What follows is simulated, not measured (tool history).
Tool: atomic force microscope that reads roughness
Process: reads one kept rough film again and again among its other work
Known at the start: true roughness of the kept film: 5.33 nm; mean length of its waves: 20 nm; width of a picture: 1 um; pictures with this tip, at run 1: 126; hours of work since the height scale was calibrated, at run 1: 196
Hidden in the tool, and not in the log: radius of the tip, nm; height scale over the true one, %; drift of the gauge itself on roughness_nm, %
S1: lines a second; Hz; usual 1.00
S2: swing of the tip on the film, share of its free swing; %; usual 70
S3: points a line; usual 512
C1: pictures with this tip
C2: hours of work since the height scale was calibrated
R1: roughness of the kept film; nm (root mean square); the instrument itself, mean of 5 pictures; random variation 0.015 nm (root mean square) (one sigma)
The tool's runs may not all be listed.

run	hour	S1	S2	S3	C1	C2	R1
1	0.0	1.00	70	512	126	196	2.424
2	24.7	1.00	70	512	142	206	2.339
3	43.7	1.00	70	512	154	214	2.293
4	67.3	1.00	70	512	170	224	2.216
5	93.9	1.00	70	512	187	235	2.151
6	124.5	1.73	70	512	206	247	1.986
7	149.2	1.73	70	512	222	258	1.929
8	174.5	1.73	70	512	239	268	1.867
# hour 183.6: new tip fitted
9	200.4	1.00	70	512	11	278	3.466
10	225.7	1.00	70	512	27	289	3.295
11	255.2	1.00	70	512	46	301	3.110
12	284.7	1.00	70	512	65	313	2.949
13	297.6	0.71	70	512	74	318	2.951
14	317.8	0.71	70	512	87	327	2.854
15	336.4	1.00	68	512	99	334	2.755
16	349.0	1.00	68	512	107	339	2.711
17	378.6	0.77	83	512	126	351	2.484
18	397.9	0.53	66	663	138	359	2.598
19	417.2	0.53	55	267	151	367	2.484
20	437.7	1.19	71	317	164	376	2.266
# hour 439.9: height scale calibrated on a step standard
21	462.4	1.19	71	317	179	9	2.226
22	490.6	2.72	71	354	197	21	1.951
23	506.7	1.03	84	327	207	27	2.001
24	519.1	2.37	88	475	215	32	1.642
25	548.1	2.37	88	475	234	44	1.594
# hour 563.9: new tip fitted
26	573.1	0.67	70	259	6	54	3.464
# hour 595.9: height scale calibrated on a step standard, once more
27	599.4	0.58	73	396	22	1	3.356
28	629.9	0.58	73	396	42	14	3.202

Forecast each of these 3 alternatives for the next run:
A	645.4	0.58	81	396	52	20	?
B	645.4	2.21	83	396	52	20	?
C	645.4	1.81	75	662	52	20	?

run	R1
A	3.026
B	2.520
C	2.842
Without the tool's hidden state the same runs would have given:
run	R1
A	3.592
B	2.992
C	3.374
